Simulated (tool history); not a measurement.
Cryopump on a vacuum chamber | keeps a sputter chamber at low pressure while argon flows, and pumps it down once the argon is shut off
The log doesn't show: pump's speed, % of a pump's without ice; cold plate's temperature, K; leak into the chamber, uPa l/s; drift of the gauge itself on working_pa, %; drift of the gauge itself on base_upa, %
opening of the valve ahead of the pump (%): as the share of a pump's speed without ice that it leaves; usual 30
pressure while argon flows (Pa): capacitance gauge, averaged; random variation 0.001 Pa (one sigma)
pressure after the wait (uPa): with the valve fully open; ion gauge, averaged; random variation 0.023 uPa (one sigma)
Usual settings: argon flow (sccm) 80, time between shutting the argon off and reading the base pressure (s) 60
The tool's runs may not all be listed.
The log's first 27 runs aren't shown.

run,hour,argon flow (sccm),time between shutting the argon off and reading the base pressure (s),opening of the valve ahead of the pump (%),hours of work since the pump was warmed up and emptied,hours of work since the cold head was overhauled,hours of work since the chamber's fittings were tightened,pressure while argon flows (Pa),pressure after the wait (uPa)
28,2052.5,136,242,31,242,4820,3417,0.3894,2.16
29,2113.7,114,242,18,292,4870,3468,0.5556,2.27
# hour 2124.1: leaking fittings of the chamber tightened, without venting
# hour 2143.0: pump warmed up, emptied and cooled again
30,2211.8,157,40,58,56,4945,68,0.2331,1.08
31,2267.5,157,29,58,102,4990,113,0.2401,1.42
32,2347.9,55,208,30,168,5056,179,0.1601,0.41
33,2425.5,128,60,30,231,5119,243,0.3825,0.90
34,2467.7,128,60,30,266,5154,277,0.3875,0.97
# hour 2528.8: pump warmed up, emptied and cooled again
35,2552.4,80,29,30,19,5219,342,0.2211,1.50

Forecast each of these 3 alternatives for the next run:
A,2594.5,109,75,18,54,5254,377,?,?
B,2594.5,111,60,16,54,5254,377,?,?
C,2594.5,141,285,30,54,5254,377,?,?

run,pressure while argon flows (Pa),pressure after the wait (uPa)
A,0.5026,0.78
B,0.5705,0.91
C,0.3973,0.47
Without the tool's hidden state the same runs would have given:
run,pressure while argon flows (Pa),pressure after the wait (uPa)
A,0.4931,0.60
B,0.5609,0.73
C,0.3849,0.29

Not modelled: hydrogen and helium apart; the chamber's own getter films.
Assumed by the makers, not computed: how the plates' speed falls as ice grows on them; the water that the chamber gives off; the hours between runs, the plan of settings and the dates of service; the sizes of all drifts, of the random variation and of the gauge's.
